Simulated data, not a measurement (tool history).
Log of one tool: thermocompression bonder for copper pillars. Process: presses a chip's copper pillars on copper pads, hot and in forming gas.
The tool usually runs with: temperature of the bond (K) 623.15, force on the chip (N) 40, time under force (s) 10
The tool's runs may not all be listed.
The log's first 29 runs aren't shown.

run,day,temperature of the bond (K),force on the chip (N),time under force (s),hours of work since the heater was calibrated,hours of work since the force cell was calibrated,hours of work since the gas filter was changed,force that shears a chip off (N)
30,54.596,619.15,47,6,744,170,49,41.1
31,55.975,619.15,47,11,759,185,64,51.8
32,57.888,638.15,47,26,780,206,85,82.1
33,60.233,638.15,47,26,806,232,110,82.8
34,62.633,623.15,41,9,832,258,136,44.6
35,64.171,615.15,48,21,848,274,153,65.3
# day 65.396: forming gas filter changed
# day 65.588: heater calibrated with a thermocouple chip
36,65.962,615.15,48,21,4,293,5,64.8
37,68.046,617.15,33,15,27,315,28,42.7

3 ways to go on from here, each from the tool as it stands after run 37. What would each give?
A,69.129,634.15,25,10,39,327,40,?
B,69.129,606.15,39,15,39,327,40,?
C,69.129,617.15,40,6,39,327,40,?

run,force that shears a chip off (N)
A,32.9
B,44.3
C,34.5
Had the tool no hidden state, the same runs would have come out as:
run,force that shears a chip off (N)
A,32.9
B,44.3
C,34.5
